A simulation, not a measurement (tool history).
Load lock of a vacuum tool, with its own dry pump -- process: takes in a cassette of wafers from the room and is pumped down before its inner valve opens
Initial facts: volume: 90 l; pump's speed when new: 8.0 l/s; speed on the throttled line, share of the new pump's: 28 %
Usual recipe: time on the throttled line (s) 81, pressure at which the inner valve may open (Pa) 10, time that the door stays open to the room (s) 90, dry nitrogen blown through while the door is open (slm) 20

| run | hour | time on the throttled line (s) | pressure at which the inner valve may open (Pa) | time that the door stays open to the room (s) | dry nitrogen blown through while the door is open (slm) | incoming humidity of the room's air, % | time from the closed door until the inner valve may open (s) | rise of the pressure with all valves shut (Pa/min) |
|---|---|---|---|---|---|---|---|---|
| 1 | 0 | 81 | 10 | 90 | 20 | 44.4 | 170.2 | 0.022 |
| 2 | 63.2 | 81 | 10 | 90 | 20 | 46.2 | 167.9 | 0.021 |
| 3 | 145.8 | 81 | 10 | 90 | 20 | 44.3 | 168.8 | 0.024 |
| 4 | 206.6 | 81 | 10 | 90 | 20 | 43.1 | 170 | 0.022 |
| 5 | 299.5 | 81 | 10 | 90 | 20 | 44.1 | 170.4 | 0.024 |
| 6 | 392.5 | 81 | 10 | 90 | 20 | 43.8 | 168.7 | 0.025 |
| 7 | 473.7 | 81 | 13 | 90 | 20 | 40.8 | 164.9 | 0.023 |
| 8 | 572 | 81 | 10 | 90 | 4 | 43.2 | 168 | 0.035 |
| 9 | 641 | 81 | 10 | 90 | 4 | 42.6 | 167.9 | 0.033 |
| 10 | 688 | 81 | 10 | 90 | 4 | 42.6 | 170.2 | 0.036 |
| 11 | 759 | 81 | 10 | 90 | 4 | 43.4 | 168.4 | 0.037 |
| 12 | 852.7 | 81 | 10 | 90 | 4 | 44.7 | 167.6 | 0.044 |
| 13 | 909.4 | 81 | 15 | 90 | 20 | 41.9 | 164.5 | 0.025 |
| 14 | 1007.4 | 81 | 15 | 90 | 20 | 42.4 | 163.7 | 0.028 |
| 15 | 1118.1 | 81 | 15 | 90 | 20 | 42.3 | 163.8 | 0.024 |
| 16 | 1205.9 | 81 | 15 | 90 | 20 | 44.7 | 163.3 | 0.022 |
| 17 | 1283.8 | 81 | 15 | 90 | 20 | 46.8 | 164.8 | 0.031 |
| 18 | 1344.6 | 81 | 15 | 90 | 20 | 43.9 | 164.2 | 0.024 |
| 19 | 1414.6 | 63 | 9 | 90 | 20 | 41.1 | 159.1 | 0.023 |
| 20 | 1460.4 | 81 | 10 | 68 | 16 | 42.6 | 169.7 | 0.025 |
| 21 | 1515.5 | 81 | 10 | 68 | 16 | 44.2 | 169.4 | 0.02 |
| 22 | 1592.6 | 107 | 10 | 90 | 9 | 47.4 | 188.3 | 0.032 |
| 23 | 1675.7 | 76 | 10 | 230 | 9 | 43.4 | 166 | 0.052 |
| 24 | 1736.3 | 70 | 9 | 230 | 9 | 49.3 | 162.6 | 0.057 |
| 25 | 1788.1 | 111 | 16 | 171 | 43 | 44.9 | 185.4 | 0.024 |
| 26 | 1836.2 | 111 | 16 | 171 | 43 | 45.1 | 182.8 | 0.028 |
| 27 | 1947.1 | 81 | 15 | 90 | 20 | 46.4 | 164.9 | 0.034 |
| 28 | 2056.4 | 161 | 10 | 47 | 38 | 42.8 | 226.1 | 0.016 |
| 29 | 2150.9 | 60 | 10 | 36 | 8 | 44.9 | 155 | 0.024 |
| 30 | 2230.3 | 60 | 10 | 36 | 8 | 46.5 | 154.4 | 0.027 |
| 31 | 2275.4 | 92 | 10 | 90 | 20 | 46.5 | 176.2 | 0.032 |
| 32 | 2365.8 | 44 | 10 | 160 | 32 | 44.4 | 145.2 | 0.032 |
| 33 | 2456.6 | 63 | 8 | 90 | 20 | 43.4 | 160.8 | 0.027 |
| 34 | 2560.2 | 97 | 8 | 90 | 6 | 41.6 | 183.5 | 0.034 |
| 35 | 2647.7 | 97 | 8 | 90 | 6 | 46.7 | 181.9 | 0.04 |
| 36 | 2695.5 | 97 | 8 | 90 | 6 | 44.7 | 182.9 | 0.034 |

Below, each run's measurement less what the same run would have read without the hidden state. Both values contain the same run-to-run variation, but the gauge's scatter may not be the same in both:
Hidden state at play: pump's speed, % of a new pump's; leak at the door's seal, Pa l/s; drift of the gauge itself on ready_s, %; drift of the gauge itself on rise_pa_min, %.
| run | time from the closed door until the inner valve may open (s) | rise of the pressure with all valves shut (Pa/min) |
|---|---|---|
| 1 | +5.9 | +0 |
| 2 | +5.9 | +0.001 |
| 3 | +6 | +0 |
| 4 | +6 | +0.001 |
| 5 | +6.1 | +0.001 |
| 6 | +6.1 | +0.001 |
| 7 | +5.9 | +0.001 |
| 8 | +6.2 | +0.001 |
| 9 | +6.2 | +0.001 |
| 10 | +6.3 | +0.001 |
| 11 | +6.3 | +0.002 |
| 12 | +6.4 | +0.001 |
| 13 | +6 | +0.002 |
| 14 | +6 | +0.002 |
| 15 | +6.1 | +0.002 |
| 16 | +6.1 | +0.003 |
| 17 | +6.3 | +0.002 |
| 18 | +6.2 | +0.003 |
| 19 | +7.1 | +0.002 |
| 20 | +6.7 | +0.002 |
| 21 | +6.7 | +0.003 |
| 22 | +6.2 | +0.003 |
| 23 | +6.9 | +0.003 |
| 24 | +7.1 | +0.003 |
| 25 | +5.7 | +0.003 |
| 26 | +5.7 | +0.003 |
| 27 | +6.6 | +0.003 |
| 28 | +5.1 | +0.004 |
| 29 | +7.5 | +0.004 |
| 30 | +7.5 | +0.003 |
| 31 | +6.8 | +0.004 |
| 32 | +8.1 | +0.004 |
| 33 | +7.9 | +0.004 |
| 34 | +7.3 | +0.004 |
| 35 | +7.3 | +0.005 |
| 36 | +7.3 | +0.004 |
